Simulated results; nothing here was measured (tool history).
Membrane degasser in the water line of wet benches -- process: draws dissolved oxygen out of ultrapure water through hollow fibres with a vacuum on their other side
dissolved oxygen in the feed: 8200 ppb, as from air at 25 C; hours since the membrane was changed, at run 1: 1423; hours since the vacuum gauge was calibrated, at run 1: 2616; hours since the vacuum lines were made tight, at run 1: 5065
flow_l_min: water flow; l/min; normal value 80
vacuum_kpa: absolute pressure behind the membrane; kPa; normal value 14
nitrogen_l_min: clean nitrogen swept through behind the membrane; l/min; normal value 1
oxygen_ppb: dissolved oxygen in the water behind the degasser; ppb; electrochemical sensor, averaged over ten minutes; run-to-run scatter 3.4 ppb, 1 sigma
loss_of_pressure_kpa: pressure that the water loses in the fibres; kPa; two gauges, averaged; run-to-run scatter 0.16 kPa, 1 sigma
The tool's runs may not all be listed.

run     day  flow_l_min  vacuum_kpa  nitrogen_l_min  hours since the membrane was changed  hours since the vacuum gauge was calibrated  hours since the vacuum lines were made tight  oxygen_ppb  loss_of_pressure_kpa
  1       0          80          14               1                                  1423                                         2616                                          5065      1336.6                 34.15
  2    1.35          83          14               1                                  1455                                         2648                                          5097      1368.6                 35.33
  3   2.583          83        12.5               1                                  1485                                         2678                                          5127      1215.6                 35.16
  4   4.017          80        34.9               1                                  1520                                         2712                                          5161        3087                 33.97
  5   5.008          80        34.9               1                                  1543                                         2736                                          5185      3071.3                 34.11
  6   5.971          80        34.9            0.88                                  1566                                         2759                                          5208      3283.7                 34.01
  7   6.796          80        31.6            0.88                                  1586                                         2779                                          5228        3044                 34.19
  8   8.029          80        31.6            0.88                                  1616                                         2809                                          5257        3040                 34.11
  9   9.138          80        31.6            0.88                                  1642                                         2835                                          5284      3033.9                 34.18
 10  10.092          80        31.6            0.88                                  1665                                         2858                                          5307      3025.3                 34.16
 11  11.129         115          14               1                                  1690                                         2883                                          5332      1738.9                 48.99
 12  12.812         115          14               1                                  1731                                         2924                                          5372      1752.4                 49.14
 13  14.492          80         8.6               1                                  1771                                         2964                                          5412       749.6                 34.27
 14  16.017          80         8.6               1                                  1808                                         3000                                          5449       747.9                 34.24
 15  17.171          80          14            1.62                                  1835                                         3028                                          5477       991.5                 34.27
 16  18.671          80        26.9               1                                  1871                                         3064                                          5513      2493.8                 34.11
 17  20.096         110         9.7               1                                  1905                                         3098                                          5547      1148.7                 46.81
 18  21.158         110         9.7               1                                  1931                                         3124                                          5572        1152                 46.85
 19  22.346          80        19.8            1.23                                  1959                                         3152                                          5601      1683.8                 33.99
 20  23.475          80        19.8            1.23                                  1987                                         3179                                          5628      1689.4                 34.07
 21   24.45          73          14               1                                  2010                                         3203                                          5651      1250.3                 30.97
 22  26.221          79        22.1            2.82                                  2052                                         3245                                          5694      1072.6                 33.77
 23  27.662          98        12.7            0.75                                  2087                                         3280                                          5728      1618.6                 41.93
 24  28.796          73        24.7            0.47                                  2114                                         3307                                          5756        3188                 31.11
 25  30.508          62        16.5               1                                  2155                                         3348                                          5797      1336.3                 26.63
 26  31.621         115          14               1                                  2182                                         3375                                          5823      1760.9                 49.25
     32.438  -- seals of the vacuum lines changed
 27  33.579         107          14            1.05                                  2227                                         3420                                            27      1629.9                 45.36
 28  34.533          74          14               1                                  2250                                         3443                                            50        1275                 31.71
 29  35.796          96        11.8               1                                  2280                                         3473                                            81      1288.1                 40.89
 30  36.979          96        11.8               1                                  2309                                         3501                                           109      1282.6                 41.16
 31  37.954          96        11.8               1                                  2332                                         3525                                           132      1286.4                 41.32

Branching from run 31: 5 alternative next runs. What would each branch give?
  A  38.921          55          14               1                                  2355                                         3548                                           156           ?                     ?
  B  38.921          63        28.4            0.64                                  2355                                         3548                                           156           ?                     ?
  C  38.921         122        24.4               1                                  2355                                         3548                                           156           ?                     ?
  D  38.921          80        29.6               1                                  2355                                         3548                                           156           ?                     ?
  E  38.921          86        33.8               1                                  2355                                         3548                                           156           ?                     ?

run  oxygen_ppb  loss_of_pressure_kpa
  A      1028.7                 23.61
  B      2908.4                 27.03
  C      2973.7                 52.52
  D      2713.8                 34.17
  E      3125.7                 36.63
The same runs, with their run-to-run variation unchanged, on a tool lacking any hidden condition would have given:
run  oxygen_ppb  loss_of_pressure_kpa
  A      1013.4                 23.23
  B      2894.8                  26.6
  C      2951.6                 51.66
  D      2699.2                 33.61
  E      3111.9                 36.03
